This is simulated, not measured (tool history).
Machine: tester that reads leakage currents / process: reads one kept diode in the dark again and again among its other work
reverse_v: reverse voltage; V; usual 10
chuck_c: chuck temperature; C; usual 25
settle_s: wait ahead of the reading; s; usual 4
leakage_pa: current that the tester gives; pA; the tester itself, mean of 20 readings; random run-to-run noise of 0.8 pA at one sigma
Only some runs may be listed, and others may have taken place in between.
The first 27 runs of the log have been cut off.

run,day,reverse_v,chuck_c,settle_s,leakage_pa
28,55.721,10,24,8.02,245.34
29,57.512,10,24,8.02,245.94
30,60.371,10,35,4.45,599.99
31,61.854,12.7,31,2.62,487.98
32,63.196,10,25,8.42,266.23
33,65.896,10,25,8.42,265.45
34,68.329,10,59,4,3449.29
35,71.129,2.1,40,4,432.97
36,72.762,10,25,2.32,268.06
37,73.958,10,25,2.32,265.98
38,76.675,10,34,5.49,555.27
39,78.583,4.4,25,0.81,184.52
40,80.404,4.4,35,0.81,413.54

4 ways to go on from here, each from the tool as it stands after run 40. What would each give?
A,81.679,4.4,35,1.97,?
B,81.679,16.6,60,0.81,?
C,81.679,10,35,4,?
D,81.679,12.9,44,0.45,?

run,leakage_pa
A,410.32
B,4651.95
C,601.24
D,1343.17
Stripped of hidden state, with their random variation kept, the same runs would have yielded:
run,leakage_pa
A,410.13
B,4650.59
C,600.91
D,1342.61
